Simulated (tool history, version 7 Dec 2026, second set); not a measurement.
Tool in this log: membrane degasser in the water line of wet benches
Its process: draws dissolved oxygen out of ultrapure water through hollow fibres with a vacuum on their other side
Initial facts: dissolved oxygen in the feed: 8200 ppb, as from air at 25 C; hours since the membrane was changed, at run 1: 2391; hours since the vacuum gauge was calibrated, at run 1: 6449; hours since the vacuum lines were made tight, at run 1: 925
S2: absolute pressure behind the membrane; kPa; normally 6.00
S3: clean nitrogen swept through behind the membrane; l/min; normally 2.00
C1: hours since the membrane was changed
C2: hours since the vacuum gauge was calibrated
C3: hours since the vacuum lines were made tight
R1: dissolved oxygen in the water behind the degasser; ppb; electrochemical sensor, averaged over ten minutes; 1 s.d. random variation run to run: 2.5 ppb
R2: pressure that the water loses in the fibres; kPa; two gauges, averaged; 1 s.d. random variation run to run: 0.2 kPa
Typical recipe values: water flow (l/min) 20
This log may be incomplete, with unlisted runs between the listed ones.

Run 1, hour 0.0: usual settings; C1 2391; C2 6449; C3 925. Result: R1 266.3 ppb, R2 45.30 kPa.
Run 2, hour 41.1: usual settings; C1 2432; C2 6490; C3 966. Result: R1 268.6 ppb, R2 45.08 kPa.
Run 3, hour 103.1: usual settings but S2 11.77 kPa; C1 2494; C2 6552; C3 1028. Result: R1 394.7 ppb, R2 45.43 kPa.
Run 4, hour 159.9: usual settings but S2 11.77 kPa; C1 2551; C2 6609; C3 1085. Result: R1 389.9 ppb, R2 45.38 kPa.
Run 5, hour 218.3: usual settings but S2 11.77 kPa; C1 2609; C2 6668; C3 1143. Result: R1 398.1 ppb, R2 45.19 kPa.
Run 6, hour 280.5: usual settings but S2 11.77 kPa; C1 2671; C2 6730; C3 1206. Result: R1 400.2 ppb, R2 45.76 kPa.
Run 7, hour 356.4: usual settings but S2 11.77 kPa, S3 0.92 l/min; C1 2747; C2 6806; C3 1282. Result: R1 584.3 ppb, R2 45.32 kPa.
Run 8, hour 441.4: usual settings but S2 11.77 kPa, S3 0.92 l/min; C1 2832; C2 6891; C3 1367. Result: R1 590.0 ppb, R2 45.65 kPa.
Run 9, hour 495.4: usual settings but S2 11.77 kPa, S3 0.92 l/min; C1 2886; C2 6945; C3 1421. Result: R1 580.1 ppb, R2 45.51 kPa.
Run 10, hour 540.5: usual settings but S2 11.77 kPa, S3 0.92 l/min; C1 2931; C2 6990; C3 1466. Result: R1 603.6 ppb, R2 45.88 kPa.
Run 11, hour 598.3: usual settings; C1 2989; C2 7048; C3 1524. Result: R1 265.3 ppb, R2 45.37 kPa.
Run 12, hour 662.9: usual settings; C1 3054; C2 7112; C3 1588. Result: R1 274.1 ppb, R2 45.64 kPa.
Run 13, hour 717.5: usual settings but water flow (l/min) 25; C1 3108; C2 7167; C3 1643. Result: R1 459.9 ppb, R2 57.31 kPa.
Run 14, hour 760.5: usual settings but water flow (l/min) 25, S3 4.43 l/min; C1 3151; C2 7210; C3 1686. Result: R1 424.2 ppb, R2 57.00 kPa.
Run 15, hour 815.6: usual settings but water flow (l/min) 25, S3 4.43 l/min; C1 3207; C2 7265; C3 1741. Result: R1 418.1 ppb, R2 56.97 kPa.
Run 16, hour 866.9: usual settings but water flow (l/min) 25, S3 4.43 l/min; C1 3258; C2 7316; C3 1792. Result: R1 423.4 ppb, R2 57.33 kPa.
Run 17, hour 914.6: usual settings but water flow (l/min) 25, S3 4.43 l/min; C1 3305; C2 7364; C3 1840. Result: R1 423.2 ppb, R2 57.27 kPa.
Run 18, hour 983.3: usual settings but water flow (l/min) 25, S3 4.43 l/min; C1 3374; C2 7433; C3 1908. Result: R1 420.8 ppb, R2 56.98 kPa.
At hour 990.3: vacuum gauge calibrated.
Run 19, hour 1025.2: usual settings but water flow (l/min) 25, S3 4.43 l/min; C1 3416; C2 35; C3 1950. Result: R1 435.3 ppb, R2 57.06 kPa.
Run 20, hour 1112.0: usual settings but water flow (l/min) 25, S3 4.43 l/min; C1 3502; C2 122; C3 2037. Result: R1 431.7 ppb, R2 57.21 kPa.
Run 21, hour 1147.8: usual settings but water flow (l/min) 25, S2 12.51 kPa; C1 3538; C2 158; C3 2072. Result: R1 647.7 ppb, R2 57.49 kPa.
At hour 1174.5: vacuum gauge calibrated, once more.
Run 22, hour 1221.7: usual settings but water flow (l/min) 18, S2 4.17 kPa, S3 1.85 l/min; C1 3612; C2 47; C3 2146. Result: R1 161.6 ppb, R2 41.38 kPa.
Run 23, hour 1297.2: usual settings but water flow (l/min) 14, S2 10.70 kPa, S3 0.88 l/min; C1 3687; C2 123; C3 2221. Result: R1 315.9 ppb, R2 31.85 kPa.
Run 24, hour 1334.5: usual settings but water flow (l/min) 14, S2 10.70 kPa, S3 0.88 l/min; C1 3724; C2 160; C3 2259. Result: R1 315.3 ppb, R2 31.93 kPa.
Run 25, hour 1414.2: usual settings but S2 3.89 kPa, S3 1.10 l/min; C1 3804; C2 240; C3 2338. Result: R1 233.9 ppb, R2 45.80 kPa.
Run 26, hour 1463.7: usual settings but water flow (l/min) 19, S2 12.81 kPa, S3 1.35 l/min; C1 3854; C2 289; C3 2388. Result: R1 461.3 ppb, R2 43.46 kPa.
Run 27, hour 1546.8: usual settings but water flow (l/min) 19, S2 12.81 kPa, S3 1.35 l/min; C1 3937; C2 372; C3 2471. Result: R1 465.4 ppb, R2 43.35 kPa.
Run 28, hour 1617.0: usual settings but water flow (l/min) 25, S2 4.76 kPa, S3 1.35 l/min; C1 4007; C2 442; C3 2541. Result: R1 447.6 ppb, R2 57.22 kPa.
Run 29, hour 1655.3: usual settings but water flow (l/min) 25, S2 4.76 kPa, S3 1.35 l/min; C1 4045; C2 481; C3 2579. Result: R1 447.1 ppb, R2 57.22 kPa.
Run 30, hour 1721.7: usual settings but water flow (l/min) 22, S2 8.69 kPa, S3 1.29 l/min; C1 4112; C2 547; C3 2646. Result: R1 474.4 ppb, R2 50.43 kPa.
Run 31, hour 1786.5: usual settings but water flow (l/min) 24, S2 8.69 kPa, S3 1.11 l/min; C1 4176; C2 612; C3 2711. Result: R1 596.4 ppb, R2 54.92 kPa.
Run 32, hour 1874.3: usual settings but S3 0.83 l/min; C1 4264; C2 700; C3 2798. Result: R1 346.3 ppb, R2 46.13 kPa.

Below are 4 alternative next runs, each starting from the tool's condition after run 32. Predict each:
Run A, hour 1958.9: usual settings but water flow (l/min) 17, S2 7.79 kPa, S3 4.03 l/min; C1 4349; C2 784; C3 2883. Result: R1 ?, R2 ?.
Run B, hour 1958.9: usual settings but water flow (l/min) 28, S2 4.35 kPa, S3 1.21 l/min; C1 4349; C2 784; C3 2883. Result: R1 ?, R2 ?.
Run C, hour 1958.9: usual settings but S2 4.44 kPa, S3 4.28 l/min; C1 4349; C2 784; C3 2883. Result: R1 ?, R2 ?.
Run D, hour 1958.9: usual settings but S3 0.97 l/min; C1 4349; C2 784; C3 2883. Result: R1 ?, R2 ?.

run     R1     R2
  A  160.5  38.79
  B  572.2  64.23
  C  218.9  45.84
  D  329.7  45.99
Had the tool no hidden state, the same runs would have come out as:
run     R1     R2
  A  147.3  37.81
  B  534.5  62.61
  C  199.5  44.68
  D  308.4  44.83

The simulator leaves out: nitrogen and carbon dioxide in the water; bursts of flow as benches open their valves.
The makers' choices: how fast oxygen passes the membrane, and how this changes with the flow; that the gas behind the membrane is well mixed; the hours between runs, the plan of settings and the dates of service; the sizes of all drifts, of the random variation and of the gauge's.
